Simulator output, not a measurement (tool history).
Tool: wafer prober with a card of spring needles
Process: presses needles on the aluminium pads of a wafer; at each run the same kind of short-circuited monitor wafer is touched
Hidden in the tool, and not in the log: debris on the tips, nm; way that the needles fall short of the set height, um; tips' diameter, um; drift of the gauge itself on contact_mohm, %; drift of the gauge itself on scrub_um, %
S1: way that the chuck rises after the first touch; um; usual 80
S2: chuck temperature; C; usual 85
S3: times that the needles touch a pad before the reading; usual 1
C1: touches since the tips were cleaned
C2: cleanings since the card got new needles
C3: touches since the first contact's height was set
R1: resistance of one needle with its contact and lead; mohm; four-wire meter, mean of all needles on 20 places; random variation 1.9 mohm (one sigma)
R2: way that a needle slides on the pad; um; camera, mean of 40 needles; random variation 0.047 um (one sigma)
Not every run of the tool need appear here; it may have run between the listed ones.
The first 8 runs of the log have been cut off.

run   hour  S1   S2  S3    C1   C2      C3   R1     R2
      84.9  -- tips cleaned on abrasive film
      92.1  -- tips cleaned on abrasive film
  9   98.1  80   61   1  1894   72   57855  233   18.8
     100.3  -- tips cleaned on abrasive film
 10  105.9  80   61   1  1788   73   60283  229  18.77
     108.1  -- tips cleaned on abrasive film
     116.5  -- tips cleaned on abrasive film
 11  121.6  80   61   1  1615   75   65164  225  18.59
     123.8  -- tips cleaned on abrasive film
 12  130.2  80   61   1  2041   76   67863  232  18.67
     131.5  -- tips cleaned on abrasive film
     139.6  -- tips cleaned on abrasive film
 13  146.2  80   85   1  2085   78   72828  235  18.55
     147.7  -- tips cleaned on abrasive film
     154.9  -- tips cleaned on abrasive film
 14  161.4  80   85   1  2043   80   77554  235  18.73
     162.6  -- tips cleaned on abrasive film
     170.4  -- tips cleaned on abrasive film
 15  174.1  80   85   1  1155   82   81502  225  18.55
       178  -- tips cleaned on abrasive film
 16  184.2  80   85   1  1958   83   84675  236  18.57
     185.8  -- tips cleaned on abrasive film
     193.9  -- tips cleaned on abrasive film
 17  199.3  97   85   2  1694   85   89367  212  22.49
     202.4  -- tips cleaned on abrasive film
     210.9  -- tips cleaned on abrasive film
 18  212.3  97   85   2   447   87   93401  203  22.55
     218.1  -- tips cleaned on abrasive film
 19  219.6  69   85   1   447   88   95664  223  15.79
     225.5  -- tips cleaned on abrasive film
     233.2  -- tips cleaned on abrasive film
 20    236  69   85   1   871   90  100782  229  15.82
     240.5  -- tips cleaned on abrasive film
 21  245.8  69   85   1  1680   91  103853  248  15.76
     248.4  -- tips cleaned on abrasive film
     256.4  -- tips cleaned on abrasive film
 22  256.9  91   44   2   157   93  107293  193  20.98
     263.9  -- tips cleaned on abrasive film
 23  265.2  91  118   1   406   94  109881  214  21.04
     271.8  -- tips cleaned on abrasive film
 24  276.8  91  118   1  1600   95  113517  232  20.94
     279.7  -- tips cleaned on abrasive film
     287.2  -- tips cleaned on abrasive film
 25  293.6  72   50   2  2004   97  118729  222   16.4
     294.8  -- tips cleaned on abrasive film
     303.3  -- tips cleaned on abrasive film
 26  303.7  72   50   2   126   99  121869  199  16.41
     310.5  -- tips cleaned on abrasive film
     311.5  -- height of the first contact set anew
 27  317.8  91   77   2  2203  100    1983  216  21.77
     319.2  -- tips cleaned on abrasive film
     326.8  -- tips cleaned on abrasive film
     334.3  -- tips cleaned on abrasive film
 28  334.5  99   77   2    63  103    7151  203   23.6
     341.5  -- tips cleaned on abrasive film
 29  343.8  99   77   2   726  104   10057  205  23.57
     348.8  -- tips cleaned on abrasive film
 30  354.5  81   30   2  1794  105   13389  210  19.23
     356.5  -- tips cleaned on abrasive film
       365  -- tips cleaned on abrasive film
 31  365.1  82   85   1    34  107   16694  208  19.51
     372.6  -- tips cleaned on abrasive film
 32  375.9  82   85   1  1039  108   20047  227  19.43

Branching from run 32: 3 alternative next runs. What would each branch give?
     380.1  -- tips cleaned on abrasive film
  A  384.6  63  68   1  1413  109  22759   ?   ?
     380.1  -- tips cleaned on abrasive film
  B  384.6  66  44   1  1413  109  22759   ?   ?
     380.1  -- tips cleaned on abrasive film
  C  384.6  62  31   1  1413  109  22759   ?   ?

run   R1     R2
  A  248  14.87
  B  241  15.64
  C  243  14.62
Stripped of hidden state, with their random variation kept, the same runs would have yielded:
run   R1     R2
  A  202  15.02
  B  197  15.79
  C  194  14.77
